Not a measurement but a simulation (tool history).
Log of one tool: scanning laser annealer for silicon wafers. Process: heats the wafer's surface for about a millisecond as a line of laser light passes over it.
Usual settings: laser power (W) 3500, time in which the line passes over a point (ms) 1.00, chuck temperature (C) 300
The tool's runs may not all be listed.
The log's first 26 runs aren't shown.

run	day	laser power (W)	time in which the line passes over a point (ms)	chuck temperature (C)	highest temperature of the surface (C)
27	78.954	3500	1.00	300	1002
28	81.054	3500	1.11	324	1055
29	82.721	3500	0.80	313	946
30	86.321	3563	1.09	300	1037
31	88.833	3563	1.09	300	1029
# day 90.208: laser's power meter calibrated, once more
32	92.208	3563	1.09	300	1042
# day 94.046: window over the wafer cleaned
33	95.562	3263	1.03	300	989
34	97.521	3770	1.07	320	1166
35	100.675	3770	1.07	320	1158
# day 102.067: optics aligned, line set to its width
36	102.983	3675	1.15	300	1168
37	105.492	2994	1.15	284	939
38	108.383	2994	1.15	302	953
39	111.312	3567	0.71	300	963
40	114.675	2983	0.73	291	814

Forecast each of these 3 alternatives for the next run:
A	116.958	3837	1.18	295	?
B	116.958	3836	1.01	284	?
C	116.958	3314	0.84	300	?

run	highest temperature of the surface (C)
A	1199
B	1124
C	938
Without the tool's hidden state the same runs would have given:
run	highest temperature of the surface (C)
A	1241
B	1163
C	967
